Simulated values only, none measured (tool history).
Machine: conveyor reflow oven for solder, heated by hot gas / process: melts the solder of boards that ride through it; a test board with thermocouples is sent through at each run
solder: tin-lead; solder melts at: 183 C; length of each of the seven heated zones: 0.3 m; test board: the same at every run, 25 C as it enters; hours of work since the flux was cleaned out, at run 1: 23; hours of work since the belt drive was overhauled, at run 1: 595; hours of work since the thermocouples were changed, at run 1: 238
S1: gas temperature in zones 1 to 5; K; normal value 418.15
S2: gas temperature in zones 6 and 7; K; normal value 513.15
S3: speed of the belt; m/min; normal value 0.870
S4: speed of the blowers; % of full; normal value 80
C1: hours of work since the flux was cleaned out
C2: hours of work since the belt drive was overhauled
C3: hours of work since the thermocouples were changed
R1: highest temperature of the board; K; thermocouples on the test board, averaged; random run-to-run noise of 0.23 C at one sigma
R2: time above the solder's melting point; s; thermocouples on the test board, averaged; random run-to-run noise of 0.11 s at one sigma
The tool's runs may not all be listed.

run	hour	S1	S2	S3	S4	C1	C2	C3	R1	R2
1	0.0	418.15	513.15	0.870	80	23	595	238	494.95	34.4
2	7.6	418.15	513.15	0.870	80	29	601	244	494.45	34.1
3	14.3	418.15	513.15	0.875	80	34	606	249	494.55	34.0
4	21.2	418.15	513.15	0.875	80	39	611	254	494.35	34.1
5	25.2	418.15	513.15	0.875	80	42	615	258	494.75	34.0
6	33.4	418.15	513.15	0.875	80	48	621	264	494.45	34.3
7	38.8	418.15	513.15	1.031	80	52	625	268	488.25	26.2
8	44.3	418.15	513.15	1.031	80	57	629	272	487.65	26.1
9	50.2	418.15	513.15	1.031	80	61	634	277	488.25	25.9
10	54.4	418.15	513.15	1.031	80	64	637	280	487.95	26.1
11	59.1	415.15	513.15	1.031	80	68	641	284	486.85	25.1
12	68.3	415.15	513.15	1.031	80	75	648	291	487.25	25.1
13	72.5	415.15	513.15	1.031	80	78	651	294	487.55	25.1
14	77.9	415.15	513.15	1.031	80	82	655	298	487.05	25.0
15	87.6	415.15	513.15	1.031	80	90	662	305	486.95	24.9
16	93.3	415.15	513.15	1.031	80	94	667	310	486.45	25.1
17	97.5	413.15	513.15	1.004	58	97	670	313	480.45	21.5
18	106.0	413.15	513.15	1.004	58	104	677	319	480.35	21.5
19	110.6	418.15	513.15	0.807	74	107	680	323	495.15	37.3
20	119.4	418.15	513.15	0.870	71	114	687	330	491.85	32.9
21	126.8	405.15	513.15	0.870	78	120	692	335	490.75	29.9
22	134.7	405.15	513.15	0.885	80	126	698	341	490.45	29.0
23	140.2	405.15	506.15	0.750	72	130	703	346	488.65	34.5
24	146.0	418.15	513.15	0.703	68	135	707	350	498.35	44.3
25	150.7	408.15	507.15	0.870	80	138	711	354	486.75	28.8
26	159.7	408.15	507.15	0.870	64	145	718	361	482.65	26.0
27	167.2	408.15	507.15	0.870	64	151	723	366	482.25	26.0
28	174.9	408.15	523.15	0.975	78	157	729	372	493.85	28.4
29	179.1	408.15	523.15	0.886	78	160	732	375	498.05	33.1
30	188.1	408.15	510.15	0.985	80	167	739	382	484.05	23.5
31	192.7	408.15	510.15	0.985	80	170	743	386	483.95	23.6

Measured result minus the same run's result without the hidden state. Both carry the same run-to-run variation, though not necessarily the same gauge scatter:
The tool's hidden condition here consists of: heat that the gas passes to the board, % of a clean oven's; belt's true speed, % of the reading; true gas temperature in zones 6 and 7 over the reading, C; drift of the gauge itself on peak_c, C; drift of the gauge itself on liquid_s, %.
run	R1	R2
1	+0.90	+0.8
2	+0.90	+0.8
3	+0.90	+0.8
4	+0.70	+0.8
5	+0.70	+0.8
6	+0.70	+0.8
7	+0.50	+0.7
8	+0.50	+0.6
9	+0.50	+0.6
10	+0.40	+0.5
11	+0.30	+0.5
12	+0.30	+0.5
13	+0.20	+0.5
14	+0.10	+0.4
15	+0.10	+0.4
16	+0.00	+0.3
17	+0.10	+0.4
18	+0.10	+0.3
19	+0.20	+0.6
20	+0.00	+0.6
21	-0.10	+0.3
22	-0.20	+0.3
23	+0.00	+0.5
24	+0.20	+0.8
25	-0.20	+0.2
26	-0.20	+0.2
27	-0.30	+0.2
28	-0.80	+0.1
29	-0.70	+0.3
30	-0.80	-0.2
31	-0.90	-0.2

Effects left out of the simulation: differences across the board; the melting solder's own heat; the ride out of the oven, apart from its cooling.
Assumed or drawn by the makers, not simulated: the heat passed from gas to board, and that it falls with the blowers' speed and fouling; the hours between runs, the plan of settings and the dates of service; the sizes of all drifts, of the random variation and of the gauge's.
